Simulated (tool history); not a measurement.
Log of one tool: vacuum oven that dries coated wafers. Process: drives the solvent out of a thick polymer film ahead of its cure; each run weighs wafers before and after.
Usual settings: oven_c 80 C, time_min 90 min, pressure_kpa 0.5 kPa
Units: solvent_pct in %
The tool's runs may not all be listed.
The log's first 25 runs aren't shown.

run      day  oven_c  time_min  pressure_kpa  solvent_pct
 26   78.296      84        90           0.5         1.85
 27   80.825      84        90           0.5         1.89
      81.196  -- vacuum gauge cleaned of residue and calibrated
 28   85.188      79        67         0.396         4.02
 29   88.892      79        67         0.396         3.99
 30   92.862      84        55           0.5         3.83
 31   94.712      70        94         1.286         4.92
      96.742  -- vacuum gauge cleaned of residue and calibrated, once more
 32   98.062      70        94         1.286         4.25
 33   99.858      80        68           0.5         3.26
 34  103.988      80       129           0.5         0.96
 35  106.625      65       101         0.385         4.73
 36   108.85      91        62         0.782         1.71
 37  112.875      91        62         0.782          1.7
 38  117.121      91        62         0.782         1.68
 39  121.338      73        90         1.857         3.94

4 ways to go on from here, each from the tool as it stands after run 39. What would each give?
  A  123.792      70        95           0.5            ?
  B  123.792      80        94           0.5            ?
  C  123.792      91        61         0.305            ?
  D  123.792      73        90         1.686            ?

run  solvent_pct
  A         3.82
  B         1.87
  C         1.62
  D         3.85
Without the tool's hidden state the same runs would have given:
run  solvent_pct
  A         4.03
  B         2.02
  C         1.76
  D         4.07

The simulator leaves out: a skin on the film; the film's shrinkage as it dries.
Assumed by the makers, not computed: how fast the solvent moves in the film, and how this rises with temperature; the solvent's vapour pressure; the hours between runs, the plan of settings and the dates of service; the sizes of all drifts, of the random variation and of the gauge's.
